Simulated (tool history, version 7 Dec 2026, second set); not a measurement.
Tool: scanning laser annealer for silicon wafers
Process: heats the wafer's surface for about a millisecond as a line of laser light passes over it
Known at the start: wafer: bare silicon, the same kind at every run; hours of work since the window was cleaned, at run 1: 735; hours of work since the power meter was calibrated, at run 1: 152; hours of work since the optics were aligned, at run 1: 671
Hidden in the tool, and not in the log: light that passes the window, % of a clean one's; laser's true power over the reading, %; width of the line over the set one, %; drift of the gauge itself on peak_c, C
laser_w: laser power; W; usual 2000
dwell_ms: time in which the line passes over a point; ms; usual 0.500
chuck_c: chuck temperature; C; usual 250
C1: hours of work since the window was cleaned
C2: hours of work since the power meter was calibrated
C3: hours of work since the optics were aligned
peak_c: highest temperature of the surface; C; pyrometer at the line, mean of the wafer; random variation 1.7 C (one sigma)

{"run": 1, "hour": 0.0, "laser_w": 2000, "dwell_ms": 0.5, "chuck_c": 250, "C1": 735, "C2": 152, "C3": 671, "peak_c": 970}
{"run": 2, "hour": 17.0, "laser_w": 2034, "dwell_ms": 0.5, "chuck_c": 250, "C1": 746, "C2": 163, "C3": 682, "peak_c": 987}
{"run": 3, "hour": 33.3, "laser_w": 2034, "dwell_ms": 0.5, "chuck_c": 250, "C1": 757, "C2": 174, "C3": 693, "peak_c": 982}
{"run": 4, "hour": 53.9, "laser_w": 2034, "dwell_ms": 0.5, "chuck_c": 250, "C1": 771, "C2": 188, "C3": 707, "peak_c": 980}
{"run": 5, "hour": 68.1, "laser_w": 2034, "dwell_ms": 0.5, "chuck_c": 250, "C1": 781, "C2": 198, "C3": 717, "peak_c": 983}
{"run": 6, "hour": 90.6, "laser_w": 2000, "dwell_ms": 0.5, "chuck_c": 261, "C1": 796, "C2": 213, "C3": 732, "peak_c": 980}
{"run": 7, "hour": 109.2, "laser_w": 2000, "dwell_ms": 0.5, "chuck_c": 261, "C1": 808, "C2": 225, "C3": 744, "peak_c": 978}
{"run": 8, "hour": 129.3, "laser_w": 2000, "dwell_ms": 0.5, "chuck_c": 250, "C1": 822, "C2": 239, "C3": 758, "peak_c": 963}
{"run": 9, "hour": 146.7, "laser_w": 2000, "dwell_ms": 0.5, "chuck_c": 250, "C1": 834, "C2": 251, "C3": 770, "peak_c": 964}
{"run": 10, "hour": 158.7, "laser_w": 2000, "dwell_ms": 0.5, "chuck_c": 250, "C1": 842, "C2": 259, "C3": 778, "peak_c": 964}
{"run": 11, "hour": 172.0, "laser_w": 2000, "dwell_ms": 0.5, "chuck_c": 250, "C1": 851, "C2": 268, "C3": 787, "peak_c": 968}
{"run": 12, "hour": 193.8, "laser_w": 2000, "dwell_ms": 0.5, "chuck_c": 250, "C1": 865, "C2": 282, "C3": 801, "peak_c": 960}
{"run": 13, "hour": 206.0, "laser_w": 2000, "dwell_ms": 0.588, "chuck_c": 250, "C1": 874, "C2": 291, "C3": 810, "peak_c": 1035}
{"run": 14, "hour": 217.6, "laser_w": 2000, "dwell_ms": 0.588, "chuck_c": 250, "C1": 881, "C2": 298, "C3": 817, "peak_c": 1033}

Run 15 comes next. What will it give?
{"run": 15, "hour": 233.3, "laser_w": 2000, "dwell_ms": 0.588, "chuck_c": 250, "C1": 892, "C2": 309, "C3": 828, "peak_c": "?"}

{"run 15": {"peak_c": 1031}}
Without the tool's hidden state the same run would have given peak_c 1086 C.
